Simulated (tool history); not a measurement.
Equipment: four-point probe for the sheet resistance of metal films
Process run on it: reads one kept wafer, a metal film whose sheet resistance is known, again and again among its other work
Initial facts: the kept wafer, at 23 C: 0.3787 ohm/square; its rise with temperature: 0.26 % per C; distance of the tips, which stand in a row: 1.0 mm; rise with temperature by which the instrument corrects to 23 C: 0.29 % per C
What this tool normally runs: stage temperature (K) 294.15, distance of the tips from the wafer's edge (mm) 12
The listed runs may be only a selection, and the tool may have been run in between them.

run,hour,stage temperature (K),distance of the tips from the wafer's edge (mm),sheet resistance as the instrument gives it (ohm/square)
1,0,294.15,12,0.381748
2,27.3,294.15,12,0.38158
3,59.1,294.15,12,0.381641
4,90.5,294.15,51,0.380354
5,115.6,294.15,51,0.380486
6,143.6,294.15,51,0.38044
7,168.9,294.15,51,0.380538
8,204.9,294.15,51,0.380427
9,245.5,294.15,5,0.388553
10,278.5,294.15,11,0.382331
11,316.7,294.15,11,0.38221
12,349.7,294.15,11,0.382325
13,370.5,294.15,12,0.382017
14,391.2,294.15,12,0.382048
15,422,306.15,12,0.380906
16,442.7,294.15,12,0.381974
17,464.6,294.15,12,0.382049
18,506,299.15,12,0.38165
19,549.2,294.15,46,0.380804
20,591.1,301.15,12,0.381655
21,623.6,301.15,12,0.381473
# hour 628.2: stage's thermometer calibrated
22,654.4,301.15,12,0.381524
23,687.1,302.15,44,0.380162
24,713.2,302.15,44,0.380165
25,735,302.15,4,0.392453
# hour 757.6: stage's thermometer calibrated, once more
26,763.1,294.15,13,0.3826
27,782,305.15,34,0.380716
28,801.8,305.15,30,0.380639
29,832.2,306.15,6,0.386083
30,859.2,306.15,6,0.386188
31,895,296.15,12,0.382663
32,917.5,296.15,12,0.382864
33,944.4,301.15,24,0.381187
34,982.4,301.15,24,0.381342
35,1017.2,293.15,7,0.385885
36,1053.5,293.15,7,0.385946
37,1096.2,305.15,9,0.383262
38,1121.2,295.15,75,0.381728
39,1147.2,295.15,75,0.381691
40,1173.4,297.15,15,0.382315
41,1203.4,293.15,14,0.382927
42,1234.1,291.15,7,0.386145
43,1272.7,291.15,7,0.386214

Per-run results on a tool with no hidden state, each run keeping its own random variation:
Hidden state present: inner tips' distance over the nominal, %; tips' flats over new ones', %; wafer's true temperature over the reading, C; drift of the gauge itself on sheet_ohm, %.
run,sheet resistance as the instrument gives it (ohm/square)
1,0.380378
2,0.380187
3,0.380217
4,0.378908
5,0.379019
6,0.37895
7,0.379028
8,0.378886
9,0.386947
10,0.380719
11,0.380567
12,0.380653
13,0.380331
14,0.380346
15,0.379172
16,0.380231
17,0.380286
18,0.379846
19,0.378972
20,0.37978
21,0.379573
22,0.379707
23,0.378321
24,0.378303
25,0.390518
26,0.38009
27,0.378206
28,0.37811
29,0.383494
30,0.383573
31,0.380038
32,0.380217
33,0.37853
34,0.37865
35,0.383132
36,0.383161
37,0.380462
38,0.378914
39,0.378852
40,0.379452
41,0.380033
42,0.383201
43,0.383234
